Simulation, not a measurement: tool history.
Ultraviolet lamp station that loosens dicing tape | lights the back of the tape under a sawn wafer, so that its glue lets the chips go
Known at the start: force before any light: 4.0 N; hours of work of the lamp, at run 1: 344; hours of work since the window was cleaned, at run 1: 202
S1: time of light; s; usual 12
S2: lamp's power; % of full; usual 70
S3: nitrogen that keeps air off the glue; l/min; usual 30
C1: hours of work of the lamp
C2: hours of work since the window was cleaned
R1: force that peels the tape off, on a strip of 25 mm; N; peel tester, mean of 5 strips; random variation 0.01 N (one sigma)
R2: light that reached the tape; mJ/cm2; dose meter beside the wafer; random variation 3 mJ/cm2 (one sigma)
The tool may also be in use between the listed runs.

| run | hour | S1 | S2 | S3 | C1 | C2 | R1 | R2 |
|---|---|---|---|---|---|---|---|---|
| 1 | 0.0 | 12 | 70 | 30 | 344 | 202 | 0.608 | 383 |
| 2 | 9.4 | 12 | 68 | 30 | 349 | 207 | 0.638 | 372 |
| 3 | 24.8 | 12 | 63 | 30 | 358 | 216 | 0.739 | 337 |
| 4 | 40.3 | 12 | 63 | 30 | 366 | 224 | 0.755 | 342 |
|  | 49.1 | window cleaned of glue's vapour |
| 5 | 52.7 | 19 | 70 | 30 | 372 | 2 | 0.246 | 641 |
| 6 | 64.5 | 19 | 70 | 30 | 379 | 8 | 0.256 | 637 |
| 7 | 77.0 | 19 | 70 | 30 | 385 | 15 | 0.260 | 633 |
| 8 | 84.5 | 19 | 70 | 30 | 390 | 19 | 0.253 | 628 |
| 9 | 99.5 | 19 | 70 | 30 | 398 | 27 | 0.258 | 625 |
| 10 | 110.4 | 12 | 92 | 30 | 403 | 33 | 0.352 | 511 |
| 11 | 124.6 | 12 | 70 | 30 | 411 | 41 | 0.573 | 388 |
| 12 | 139.7 | 12 | 70 | 30 | 419 | 49 | 0.568 | 394 |
| 13 | 153.5 | 12 | 70 | 30 | 427 | 56 | 0.579 | 388 |
| 14 | 164.5 | 12 | 70 | 30 | 433 | 62 | 0.577 | 389 |
| 15 | 171.6 | 12 | 70 | 30 | 436 | 66 | 0.572 | 390 |
| 16 | 179.5 | 6 | 70 | 30 | 441 | 70 | 1.502 | 191 |
| 17 | 190.6 | 6 | 70 | 30 | 447 | 76 | 1.495 | 192 |
| 18 | 200.1 | 6 | 70 | 30 | 452 | 81 | 1.451 | 196 |
| 19 | 210.5 | 11 | 70 | 30 | 457 | 87 | 0.681 | 354 |
| 20 | 219.4 | 11 | 70 | 30 | 462 | 92 | 0.695 | 350 |
| 21 | 232.6 | 11 | 70 | 30 | 469 | 99 | 0.676 | 347 |
| 22 | 246.9 | 9 | 70 | 30 | 477 | 106 | 0.938 | 284 |
| 23 | 259.1 | 9 | 70 | 46 | 484 | 113 | 0.773 | 282 |
| 24 | 269.3 | 9 | 70 | 46 | 489 | 119 | 0.776 | 279 |
| 25 | 282.6 | 16 | 70 | 46 | 496 | 126 | 0.279 | 499 |
| 26 | 293.3 | 12 | 91 | 32 | 502 | 131 | 0.385 | 487 |
| 27 | 300.9 | 24 | 91 | 32 | 506 | 136 | 0.152 | 966 |
| 28 | 308.2 | 21 | 93 | 25 | 510 | 139 | 0.196 | 870 |
| 29 | 316.3 | 19 | 81 | 43 | 514 | 144 | 0.193 | 673 |
| 30 | 323.9 | 19 | 81 | 43 | 518 | 148 | 0.184 | 682 |
| 31 | 334.1 | 19 | 81 | 43 | 524 | 153 | 0.206 | 676 |
| 32 | 342.4 | 6 | 85 | 43 | 528 | 158 | 1.094 | 219 |
| 33 | 355.8 | 12 | 70 | 15 | 536 | 165 | 0.977 | 369 |
| 34 | 371.8 | 12 | 70 | 15 | 544 | 174 | 0.960 | 365 |
| 35 | 384.9 | 18 | 62 | 22 | 551 | 181 | 0.481 | 486 |
| 36 | 392.3 | 18 | 62 | 22 | 555 | 185 | 0.495 | 484 |
| 37 | 406.2 | 18 | 62 | 22 | 563 | 192 | 0.521 | 484 |
| 38 | 416.3 | 14 | 99 | 30 | 568 | 198 | 0.290 | 590 |
| 39 | 430.6 | 7 | 99 | 33 | 576 | 205 | 0.857 | 296 |
| 40 | 439.2 | 7 | 99 | 33 | 581 | 210 | 0.870 | 294 |
| 41 | 450.4 | 20 | 99 | 33 | 587 | 216 | 0.167 | 839 |
| 42 | 462.5 | 18 | 72 | 30 | 593 | 223 | 0.331 | 545 |
|  | 474.1 | window cleaned of glue's vapour |
| 43 | 476.1 | 16 | 83 | 30 | 600 | 1 | 0.290 | 594 |

3 ways to go on from here, each from the tool as it stands after run 43. What would each give?
| A | 484.1 | 13 | 74 | 27 | 604 | 5 | ? | ? |
| B | 484.1 | 12 | 70 | 34 | 604 | 5 | ? | ? |
| C | 484.1 | 16 | 94 | 28 | 604 | 5 | ? | ? |

| run | R1 | R2 |
|---|---|---|
| A | 0.519 | 431 |
| B | 0.582 | 374 |
| C | 0.243 | 669 |
Without the tool's hidden state the same runs would have given:
| run | R1 | R2 |
|---|---|---|
| A | 0.380 | 516 |
| B | 0.429 | 449 |
| C | 0.190 | 803 |

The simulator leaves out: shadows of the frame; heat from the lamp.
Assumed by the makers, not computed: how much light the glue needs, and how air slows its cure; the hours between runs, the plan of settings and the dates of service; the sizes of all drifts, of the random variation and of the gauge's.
